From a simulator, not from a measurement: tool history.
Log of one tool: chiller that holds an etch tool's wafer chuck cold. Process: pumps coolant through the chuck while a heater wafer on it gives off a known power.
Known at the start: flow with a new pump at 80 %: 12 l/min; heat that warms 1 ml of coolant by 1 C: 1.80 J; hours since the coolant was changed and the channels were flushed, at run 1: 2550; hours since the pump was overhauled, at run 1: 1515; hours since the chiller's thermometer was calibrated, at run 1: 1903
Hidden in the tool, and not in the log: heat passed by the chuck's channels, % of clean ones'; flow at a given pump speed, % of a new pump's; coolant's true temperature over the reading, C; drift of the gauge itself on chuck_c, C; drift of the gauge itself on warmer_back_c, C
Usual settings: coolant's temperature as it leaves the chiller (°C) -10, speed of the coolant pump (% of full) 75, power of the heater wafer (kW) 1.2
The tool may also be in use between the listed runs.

run,hour,coolant's temperature as it leaves the chiller (°C),speed of the coolant pump (% of full),power of the heater wafer (kW),hours since the coolant was changed and the channels were flushed,hours since the pump was overhauled,hours since the chiller's thermometer was calibrated,chuck's temperature once it has settled (°C),how much warmer the coolant comes back (C)
1,0,-10,75,1.2,2550,1515,1903,-2.01,3.73
2,41,-10,75,1.357,2591,1556,1944,-0.86,4.21
3,107,-10,75,1.357,2657,1622,2010,-0.76,4.1
4,184.4,-10,75,1.2,2735,1699,2088,-1.86,3.66
5,277.1,-10,75,1.2,2828,1792,2180,-1.95,3.67
6,335.5,-10,75,1.2,2886,1850,2239,-1.92,3.66
7,386.4,-10,75,1.312,2937,1901,2290,-1.08,4.03
8,454.3,-10,75,1.312,3005,1969,2357,-1.11,4.06
9,522,-10,75,1.312,3073,2037,2425,-1.13,4.02
10,582.1,-7,75,1.2,3133,2097,2485,1.13,3.75
11,622.4,-7,75,1.2,3173,2137,2526,1.1,3.73
12,689.1,-7,75,1.2,3240,2204,2592,1.07,3.71
13,772.3,-10,75,1.2,3323,2287,2675,-1.92,3.74
14,857.4,-10,75,1.2,3408,2372,2761,-1.83,3.77
# hour 868.6: coolant pump overhauled
15,946.8,-10,75,1.2,3492,78,2845,-1.69,3.83
16,986.6,-10,75,1.2,3532,118,2885,-1.67,3.83
17,1026.2,-15,89,1.07,3572,158,2924,-8.54,2.81
18,1096.5,-15,89,1.07,3642,228,2995,-8.48,2.85
19,1178.1,-3,61,0.928,3724,310,3076,4.47,3.72
20,1248.7,-3,61,0.928,3794,380,3147,4.48,3.72
# hour 1275.3: coolant pump overhauled, once more
21,1323.8,-19,62,0.618,3864,49,3217,-14.55,2.26
22,1395.7,-20,91,0.805,3936,120,3289,-15.5,1.98
23,1459.1,-20,91,0.805,4000,184,3352,-15.64,1.94
24,1552.7,-20,91,0.805,4093,277,3446,-15.54,1.95
25,1638.6,-8,90,1.093,4179,363,3532,-1.87,2.7
26,1694.7,-1,92,0.965,4235,419,3588,4.32,2.3
27,1766.6,-4,78,0.679,4307,491,3660,0.09,1.95
28,1860.8,-1,84,0.705,4401,586,3754,3,1.87
29,1936.7,-1,84,0.648,4477,661,3830,2.71,1.65
30,2020.7,-1,84,0.648,4561,745,3914,2.62,1.77
31,2112.7,-14,65,1.2,4653,837,4006,-5.24,4.25
32,2188.1,-10,100,0.958,4729,913,4081,-5.1,2.09

Some steps in chuck's temperature once it has settled (°C) between neighbouring runs. How much of each would the tool show without its hidden state too (settings, what came in, random variation), and how much is left for the hidden state, with any gauge scatter that isn't in both results?
Run 14 -> 15: coolant pump overhauled. chuck's temperature once it has settled (°C) +0.14: hidden state +0.16, all else -0.02.
Run 18 -> 19: coolant's temperature as it leaves the chiller (°C) -15 -> -3, speed of the coolant pump (% of full) 89 -> 61, power of the heater wafer (kW) 1.07 -> 0.928. chuck's temperature once it has settled (°C) +12.95: hidden state +0.07, all else +12.88.
Run 20 -> 21: coolant's temperature as it leaves the chiller (°C) -3 -> -19, speed of the coolant pump (% of full) 61 -> 62, power of the heater wafer (kW) 0.928 -> 0.618, coolant pump overhauled, once more. chuck's temperature once it has settled (°C) -19.03: hidden state -0.49, all else -18.54.
Run 24 -> 25: coolant's temperature as it leaves the chiller (°C) -20 -> -8, speed of the coolant pump (% of full) 91 -> 90, power of the heater wafer (kW) 0.805 -> 1.093. chuck's temperature once it has settled (°C) +13.67: hidden state +0.07, all else +13.6.
Run 30 -> 31: coolant's temperature as it leaves the chiller (°C) -1 -> -14, speed of the coolant pump (% of full) 84 -> 65, power of the heater wafer (kW) 0.648 -> 1.2. chuck's temperature once it has settled (°C) -7.86: hidden state +0.21, all else -8.07.
